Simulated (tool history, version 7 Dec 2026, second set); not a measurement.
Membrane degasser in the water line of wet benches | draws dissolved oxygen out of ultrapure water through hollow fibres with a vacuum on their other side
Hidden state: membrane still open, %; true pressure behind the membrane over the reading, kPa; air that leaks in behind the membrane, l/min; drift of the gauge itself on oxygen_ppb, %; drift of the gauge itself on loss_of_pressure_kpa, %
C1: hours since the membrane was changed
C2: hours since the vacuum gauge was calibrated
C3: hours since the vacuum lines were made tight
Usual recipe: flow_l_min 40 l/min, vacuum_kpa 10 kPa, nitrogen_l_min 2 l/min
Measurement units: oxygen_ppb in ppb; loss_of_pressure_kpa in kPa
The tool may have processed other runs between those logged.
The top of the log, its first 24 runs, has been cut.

run 25 day=61.904 | flow_l_min=35 vacuum_kpa=10.9 nitrogen_l_min=2.12 | C1=1949 C2=2106 C3=969 | oxygen_ppb=326.2 loss_of_pressure_kpa=38.08
run 26 day=65.45 | flow_l_min=58 vacuum_kpa=6.2 nitrogen_l_min=2.03 | C1=2034 C2=2191 C3=1054 | oxygen_ppb=341.6 loss_of_pressure_kpa=63.59
run 27 day=68.212 | flow_l_min=42 vacuum_kpa=11.5 nitrogen_l_min=1.14 | C1=2101 C2=2258 C3=1121 | oxygen_ppb=657 loss_of_pressure_kpa=45.74
run 28 day=70.017 | flow_l_min=42 vacuum_kpa=11.5 nitrogen_l_min=1.14 | C1=2144 C2=2301 C3=1164 | oxygen_ppb=649.4 loss_of_pressure_kpa=45.72
run 29 day=71.875 | flow_l_min=38 vacuum_kpa=7.7 nitrogen_l_min=4.26 | C1=2189 C2=2345 C3=1209 | oxygen_ppb=158.4 loss_of_pressure_kpa=41.22
run 30 day=74.379 | flow_l_min=38 vacuum_kpa=7.7 nitrogen_l_min=4.26 | C1=2249 C2=2406 C3=1269 | oxygen_ppb=155.2 loss_of_pressure_kpa=41.64
run 31 day=77.8 | flow_l_min=40 vacuum_kpa=14 nitrogen_l_min=2 | C1=2331 C2=2488 C3=1351 | oxygen_ppb=518 loss_of_pressure_kpa=43.61
run 32 day=80.312 | flow_l_min=25 vacuum_kpa=24.6 nitrogen_l_min=2.53 | C1=2391 C2=2548 C3=1411 | oxygen_ppb=488.7 loss_of_pressure_kpa=27.13
run 33 day=82.167 | flow_l_min=25 vacuum_kpa=24.6 nitrogen_l_min=2.53 | C1=2436 C2=2593 C3=1456 | oxygen_ppb=485.3 loss_of_pressure_kpa=26.96

3 options for the next run, each taken on its own from the tool as it stands now. Forecast them:
run A day=85.796 | flow_l_min=47 vacuum_kpa=12.8 nitrogen_l_min=2 | C1=2523 C2=2680 C3=1543 | oxygen_ppb=? loss_of_pressure_kpa=?
run B day=85.796 | flow_l_min=30 vacuum_kpa=13.2 nitrogen_l_min=1.02 | C1=2523 C2=2680 C3=1543 | oxygen_ppb=? loss_of_pressure_kpa=?
run C day=85.796 | flow_l_min=45 vacuum_kpa=24.6 nitrogen_l_min=2.53 | C1=2523 C2=2680 C3=1543 | oxygen_ppb=? loss_of_pressure_kpa=?

run=A oxygen_ppb=559.6 loss_of_pressure_kpa=51.04
run=B oxygen_ppb=611.3 loss_of_pressure_kpa=32.64
run=C oxygen_ppb=853.4 loss_of_pressure_kpa=48.62
Take away the tool's hidden state, keep each run's random variation, and the runs would have read:
run=A oxygen_ppb=559.3 loss_of_pressure_kpa=51.98
run=B oxygen_ppb=611 loss_of_pressure_kpa=33.25
run=C oxygen_ppb=853.1 loss_of_pressure_kpa=49.53
